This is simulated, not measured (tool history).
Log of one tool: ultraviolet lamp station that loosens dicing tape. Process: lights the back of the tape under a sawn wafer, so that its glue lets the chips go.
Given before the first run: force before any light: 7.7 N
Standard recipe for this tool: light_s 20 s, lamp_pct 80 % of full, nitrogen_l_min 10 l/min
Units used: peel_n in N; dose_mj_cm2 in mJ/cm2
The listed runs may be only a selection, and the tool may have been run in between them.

run,day,light_s,lamp_pct,nitrogen_l_min,peel_n,dose_mj_cm2
1,0,20,80,10,0.461,258
2,2.879,20,80,10,0.486,247
3,6.004,20,74,10,0.677,220
4,8.838,30,80,10,0.255,342
5,10.988,30,80,10,0.265,327
6,13.258,30,80,10,0.293,319
7,15.712,20,80,10,0.8,201
8,18.404,20,65,8,1.39,158
9,21.508,11,75,10,2.56,94
10,23.967,11,80,10,2.433,93
11,26.804,38,80,5,0.284,383
12,29.5,14,80,17,1.323,136
13,32.5,14,80,17,0.79,181
14,35.542,14,80,17,0.85,178

The log once held 2 entries between its listed runs, left out of this copy. Where does each go, and what is different about the tool's unlogged condition between the listed run before it and the listed run after it?
Runs 10 to 11: window cleaned of glue's vapour (day 25.804)
  lamp's light, % of a new lamp's: 75.4 -> 73.2; light that the window lets through, % of a clean one's: 83.8 -> 99.4
  measured less the result without the state, peel_n: +1.137 -> +0.124 N; dose_mj_cm2: -56 -> -144 mJ/cm2
Runs 12 to 13: lamp changed (day 30.629)
  lamp's light, % of a new lamp's: 71 -> 98.1; light that the window lets through, % of a clean one's: 97.7 -> 95.9
  measured less the result without the state, peel_n: +0.662 -> +0.095 N; dose_mj_cm2: -60 -> -11 mJ/cm2

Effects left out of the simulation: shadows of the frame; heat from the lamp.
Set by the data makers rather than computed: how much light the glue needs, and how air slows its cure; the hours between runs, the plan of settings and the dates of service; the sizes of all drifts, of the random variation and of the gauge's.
